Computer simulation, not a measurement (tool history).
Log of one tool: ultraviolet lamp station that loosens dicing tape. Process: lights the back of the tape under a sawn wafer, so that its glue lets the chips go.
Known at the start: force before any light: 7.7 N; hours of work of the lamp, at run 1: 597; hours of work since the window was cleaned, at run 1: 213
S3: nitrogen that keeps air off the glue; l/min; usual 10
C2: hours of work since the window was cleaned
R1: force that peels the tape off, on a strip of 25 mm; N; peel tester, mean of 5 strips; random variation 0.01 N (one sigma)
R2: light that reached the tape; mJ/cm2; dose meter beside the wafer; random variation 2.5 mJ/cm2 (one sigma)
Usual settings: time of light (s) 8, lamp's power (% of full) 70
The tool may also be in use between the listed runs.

Run 1, hour 0.0: usual settings; hours of work of the lamp 597; C2 213. Result: R1 0.670 N, R2 250 mJ/cm2.
Run 2, hour 31.3: usual settings; hours of work of the lamp 610; C2 225. Result: R1 0.701 N, R2 247 mJ/cm2.
Run 3, hour 95.5: usual settings but lamp's power (% of full) 85; hours of work of the lamp 636; C2 252. Result: R1 0.455 N, R2 301 mJ/cm2.
Run 4, hour 128.6: usual settings but time of light (s) 15; hours of work of the lamp 650; C2 265. Result: R1 0.224 N, R2 461 mJ/cm2.
Run 5, hour 167.9: usual settings but time of light (s) 15; hours of work of the lamp 666; C2 281. Result: R1 0.239 N, R2 460 mJ/cm2.
Run 6, hour 218.4: usual settings but time of light (s) 15; hours of work of the lamp 687; C2 302. Result: R1 0.235 N, R2 451 mJ/cm2.
Run 7, hour 255.7: usual settings but time of light (s) 15; hours of work of the lamp 702; C2 317. Result: R1 0.232 N, R2 444 mJ/cm2.
Run 8, hour 310.7: usual settings but time of light (s) 15; hours of work of the lamp 725; C2 340. Result: R1 0.252 N, R2 444 mJ/cm2.
Run 9, hour 361.0: usual settings; hours of work of the lamp 745; C2 361. Result: R1 0.774 N, R2 235 mJ/cm2.
Run 10, hour 406.9: usual settings; hours of work of the lamp 764; C2 379. Result: R1 0.792 N, R2 229 mJ/cm2.
Run 11, hour 463.5: usual settings; hours of work of the lamp 787; C2 403. Result: R1 0.818 N, R2 227 mJ/cm2.
Run 12, hour 510.5: usual settings; hours of work of the lamp 807; C2 422. Result: R1 0.833 N, R2 228 mJ/cm2.
Run 13, hour 568.0: usual settings; hours of work of the lamp 830; C2 445. Result: R1 0.879 N, R2 220 mJ/cm2.
Run 14, hour 635.9: usual settings; hours of work of the lamp 858; C2 473. Result: R1 0.911 N, R2 226 mJ/cm2.
Run 15, hour 678.8: usual settings; hours of work of the lamp 876; C2 491. Result: R1 0.876 N, R2 217 mJ/cm2.
Run 16, hour 739.2: usual settings; hours of work of the lamp 900; C2 516. Result: R1 0.939 N, R2 215 mJ/cm2.
Run 17, hour 800.4: usual settings; hours of work of the lamp 926; C2 541. Result: R1 0.945 N, R2 209 mJ/cm2.
Run 18, hour 836.9: usual settings; hours of work of the lamp 940; C2 556. Result: R1 0.961 N, R2 214 mJ/cm2.
Run 19, hour 895.5: usual settings; hours of work of the lamp 965; C2 580. Result: R1 0.984 N, R2 211 mJ/cm2.
Run 20, hour 927.8: usual settings; hours of work of the lamp 978; C2 593. Result: R1 0.992 N, R2 209 mJ/cm2.
Run 21, hour 988.9: usual settings; hours of work of the lamp 1003; C2 618. Result: R1 1.026 N, R2 204 mJ/cm2.
Run 22, hour 1048.7: usual settings; hours of work of the lamp 1027; C2 643. Result: R1 1.034 N, R2 200 mJ/cm2.
Run 23, hour 1102.5: usual settings but time of light (s) 6, lamp's power (% of full) 94, S3 19 l/min; hours of work of the lamp 1049; C2 665. Result: R1 0.732 N, R2 202 mJ/cm2.
At hour 1105.8: window cleaned of glue's vapour.
Run 24, hour 1131.5: usual settings but lamp's power (% of full) 63, S3 7 l/min; hours of work of the lamp 1061; C2 11. Result: R1 1.224 N, R2 208 mJ/cm2.
Run 25, hour 1165.8: usual settings but time of light (s) 4, lamp's power (% of full) 79, S3 7 l/min; hours of work of the lamp 1075; C2 25. Result: R1 2.446 N, R2 128 mJ/cm2.
Run 26, hour 1198.9: usual settings but time of light (s) 4, lamp's power (% of full) 79, S3 7 l/min; hours of work of the lamp 1089; C2 38. Result: R1 2.373 N, R2 134 mJ/cm2.
Run 27, hour 1251.0: usual settings but time of light (s) 5; hours of work of the lamp 1110; C2 60. Result: R1 1.834 N, R2 144 mJ/cm2.
Run 28, hour 1305.0: usual settings but time of light (s) 6, lamp's power (% of full) 95, S3 3 l/min; hours of work of the lamp 1132; C2 82. Result: R1 1.794 N, R2 232 mJ/cm2.
Run 29, hour 1341.4: usual settings but time of light (s) 6, lamp's power (% of full) 95, S3 3 l/min; hours of work of the lamp 1147; C2 97. Result: R1 1.754 N, R2 231 mJ/cm2.
Run 30, hour 1377.1: usual settings but time of light (s) 5, lamp's power (% of full) 63, S3 16 l/min; hours of work of the lamp 1162; C2 111. Result: R1 1.760 N, R2 129 mJ/cm2.
Run 31, hour 1434.5: usual settings but time of light (s) 5, lamp's power (% of full) 67, S3 6 l/min; hours of work of the lamp 1185; C2 135. Result: R1 2.423 N, R2 132 mJ/cm2.
Run 32, hour 1502.7: usual settings but time of light (s) 13, lamp's power (% of full) 65, S3 5 l/min; hours of work of the lamp 1213; C2 163. Result: R1 0.690 N, R2 327 mJ/cm2.
Run 33, hour 1567.2: usual settings but time of light (s) 5, lamp's power (% of full) 65, S3 3 l/min; hours of work of the lamp 1240; C2 189. Result: R1 3.432 N, R2 121 mJ/cm2.
Run 34, hour 1631.4: usual settings but time of light (s) 5, lamp's power (% of full) 61, S3 5 l/min; hours of work of the lamp 1266; C2 216. Result: R1 3.198 N, R2 116 mJ/cm2.
Run 35, hour 1661.9: usual settings but time of light (s) 5, lamp's power (% of full) 61, S3 5 l/min; hours of work of the lamp 1279; C2 228. Result: R1 3.127 N, R2 112 mJ/cm2.
Run 36, hour 1693.4: usual settings but time of light (s) 10; hours of work of the lamp 1292; C2 241. Result: R1 0.639 N, R2 260 mJ/cm2.
Run 37, hour 1761.3: usual settings but time of light (s) 4, S3 6 l/min; hours of work of the lamp 1319; C2 269. Result: R1 3.371 N, R2 102 mJ/cm2.
Run 38, hour 1814.3: usual settings but lamp's power (% of full) 80, S3 17 l/min; hours of work of the lamp 1341; C2 291. Result: R1 0.554 N, R2 233 mJ/cm2.

The next listed run, before its measurement:
Run 39, hour 1871.0: usual settings but lamp's power (% of full) 80, S3 17 l/min; hours of work of the lamp 1364; C2 314. Result: R1 ?, R2 ?.

Run 39 gave R1 0.588 N, R2 227 mJ/cm2.
Without the tool's hidden state the same run would have given R1 0.264 N, R2 348 mJ/cm2.

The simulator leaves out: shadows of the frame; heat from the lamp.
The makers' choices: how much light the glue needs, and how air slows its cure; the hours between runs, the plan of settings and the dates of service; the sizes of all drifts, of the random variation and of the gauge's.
